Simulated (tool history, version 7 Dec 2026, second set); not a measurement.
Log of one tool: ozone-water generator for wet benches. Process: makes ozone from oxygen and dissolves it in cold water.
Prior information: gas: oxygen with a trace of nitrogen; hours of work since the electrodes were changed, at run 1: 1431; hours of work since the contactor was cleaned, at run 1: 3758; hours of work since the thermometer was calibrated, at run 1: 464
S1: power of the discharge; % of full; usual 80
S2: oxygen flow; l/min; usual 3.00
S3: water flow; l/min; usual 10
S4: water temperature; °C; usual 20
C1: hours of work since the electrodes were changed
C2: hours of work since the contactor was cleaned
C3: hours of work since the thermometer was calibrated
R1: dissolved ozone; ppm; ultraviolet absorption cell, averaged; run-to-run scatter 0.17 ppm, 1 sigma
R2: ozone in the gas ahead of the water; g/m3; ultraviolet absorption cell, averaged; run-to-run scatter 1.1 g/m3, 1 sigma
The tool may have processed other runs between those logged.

| run | day | S1 | S2 | S3 | S4 | C1 | C2 | C3 | R1 | R2 |
|---|---|---|---|---|---|---|---|---|---|---|
| 1 | 0.000 | 80 | 3.00 | 10 | 20 | 1431 | 3758 | 464 | 20.5 | 175.5 |
| 2 | 4.071 | 80 | 3.00 | 10 | 20 | 1495 | 3823 | 528 | 20.8 | 176.9 |
| 3 | 5.938 | 80 | 3.00 | 10 | 20 | 1525 | 3852 | 558 | 20.6 | 175.9 |
| 4 | 7.688 | 80 | 3.00 | 10 | 20 | 1553 | 3880 | 586 | 20.5 | 177.3 |
| 5 | 11.667 | 80 | 3.00 | 10 | 20 | 1616 | 3944 | 649 | 20.4 | 177.2 |
| 6 | 14.538 | 80 | 3.00 | 10 | 20 | 1662 | 3989 | 695 | 20.2 | 176.0 |
| 7 | 17.596 | 80 | 3.00 | 10 | 20 | 1711 | 4038 | 744 | 20.4 | 174.7 |
| 8 | 21.592 | 80 | 3.00 | 10 | 20 | 1774 | 4102 | 808 | 20.3 | 174.4 |
| 9 | 25.600 | 80 | 3.00 | 10 | 20 | 1838 | 4166 | 871 | 20.2 | 172.9 |
| 10 | 28.829 | 80 | 3.00 | 10 | 20 | 1890 | 4217 | 923 | 19.9 | 176.1 |
| 11 | 32.542 | 80 | 3.00 | 10 | 20 | 1949 | 4276 | 982 | 19.9 | 173.3 |
| 12 | 35.742 | 80 | 3.00 | 8 | 20 | 2000 | 4327 | 1033 | 23.1 | 172.1 |
| 13 | 39.296 | 80 | 3.00 | 8 | 20 | 2056 | 4384 | 1090 | 23.3 | 172.2 |
| 14 | 42.917 | 80 | 3.00 | 8 | 20 | 2114 | 4441 | 1147 | 22.5 | 172.4 |
| 15 | 45.996 | 80 | 3.00 | 8 | 20 | 2163 | 4490 | 1196 | 22.5 | 170.9 |
| 16 | 48.388 | 93 | 4.98 | 10 | 23 | 2201 | 4529 | 1234 | 19.2 | 141.4 |
| 17 | 50.267 | 93 | 4.98 | 10 | 23 | 2231 | 4558 | 1264 | 19.3 | 143.3 |

What does the tool deliver on the next run?
| 18 | 53.096 | 93 | 4.98 | 10 | 23 | 2276 | 4603 | 1309 | ? | ? |

R1: 19.0 ppm
R2: 141.8 g/m3
Without the tool's hidden state the same run would have given R1 22.7 ppm, R2 158.4 g/m3.

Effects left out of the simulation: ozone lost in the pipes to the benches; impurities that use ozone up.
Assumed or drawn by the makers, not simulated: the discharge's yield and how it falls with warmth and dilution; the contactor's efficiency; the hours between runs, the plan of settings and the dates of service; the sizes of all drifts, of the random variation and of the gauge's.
